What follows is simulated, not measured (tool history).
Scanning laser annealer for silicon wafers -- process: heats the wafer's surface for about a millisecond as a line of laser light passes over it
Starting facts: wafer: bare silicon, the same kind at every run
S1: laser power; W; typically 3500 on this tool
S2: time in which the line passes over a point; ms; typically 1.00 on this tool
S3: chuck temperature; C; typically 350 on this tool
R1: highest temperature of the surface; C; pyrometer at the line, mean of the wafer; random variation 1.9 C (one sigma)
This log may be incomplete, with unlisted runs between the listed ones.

Run 1, hour 0.0: usual settings. Result: R1 1164 C.
Run 2, hour 28.5: usual settings. Result: R1 1165 C.
Run 3, hour 82.7: usual settings. Result: R1 1166 C.
Run 4, hour 133.2: usual settings. Result: R1 1166 C.
Run 5, hour 181.0: usual settings. Result: R1 1166 C.
Run 6, hour 217.3: usual settings but S3 327 C. Result: R1 1139 C.
Run 7, hour 280.6: usual settings but S3 327 C. Result: R1 1144 C.
At hour 307.8: window over the wafer cleaned.
Run 8, hour 332.0: usual settings but S3 354 C. Result: R1 1173 C.
Run 9, hour 380.9: usual settings but S3 338 C. Result: R1 1152 C.
Run 10, hour 415.8: usual settings but S3 338 C. Result: R1 1154 C.
Run 11, hour 447.7: usual settings but S3 338 C. Result: R1 1159 C.
Run 12, hour 500.2: usual settings. Result: R1 1168 C.
Run 13, hour 532.7: usual settings but S2 0.95 ms. Result: R1 1147 C.
Run 14, hour 585.6: usual settings but S2 0.95 ms. Result: R1 1149 C.
Run 15, hour 627.5: usual settings but S1 3407 W, S2 1.17 ms, S3 319 C. Result: R1 1180 C.
Run 16, hour 656.2: usual settings but S1 3407 W, S2 1.17 ms, S3 319 C. Result: R1 1178 C.
Run 17, hour 713.1: usual settings but S1 3407 W, S2 1.17 ms, S3 319 C. Result: R1 1175 C.
Run 18, hour 764.0: usual settings but S1 3090 W, S2 0.79 ms, S3 376 C. Result: R1 1007 C.
Run 19, hour 822.3: usual settings but S2 1.08 ms, S3 347 C. Result: R1 1195 C.
Run 20, hour 856.0: usual settings but S2 1.08 ms, S3 347 C. Result: R1 1194 C.
Run 21, hour 901.9: usual settings but S1 3502 W, S2 0.87 ms, S3 336 C. Result: R1 1097 C.
Run 22, hour 952.9: usual settings but S1 3502 W, S2 0.87 ms, S3 336 C. Result: R1 1097 C.
Run 23, hour 1010.8: usual settings but S1 2977 W, S2 1.08 ms, S3 318 C. Result: R1 1029 C.
At hour 1023.5: window over the wafer cleaned.
Run 24, hour 1074.5: usual settings but S2 1.05 ms, S3 314 C. Result: R1 1150 C.
Run 25, hour 1129.8: usual settings but S1 3035 W, S2 1.05 ms, S3 326 C. Result: R1 1043 C.
Run 26, hour 1186.7: usual settings but S1 3807 W, S2 1.14 ms, S3 312 C. Result: R1 1267 C.
Run 27, hour 1225.9: usual settings but S1 3807 W, S2 1.14 ms, S3 312 C. Result: R1 1268 C.

Predict each of these 4 candidate next runs independently; none follows another, all start after run 27:
Run A, hour 1270.4: usual settings but S1 3807 W, S2 1.07 ms, S3 362 C. Result: R1 ?.
Run B, hour 1270.4: usual settings but S2 0.88 ms, S3 368 C. Result: R1 ?.
Run C, hour 1270.4: usual settings but S1 3415 W, S2 0.71 ms, S3 383 C. Result: R1 ?.
Run D, hour 1270.4: usual settings but S1 3439 W, S2 0.87 ms, S3 316 C. Result: R1 ?.

run    R1
  A  1290
  B  1132
  C  1050
  D  1065
Stripped of hidden state, with their random variation kept, the same runs would have yielded:
run    R1
  A  1292
  B  1133
  C  1051
  D  1066
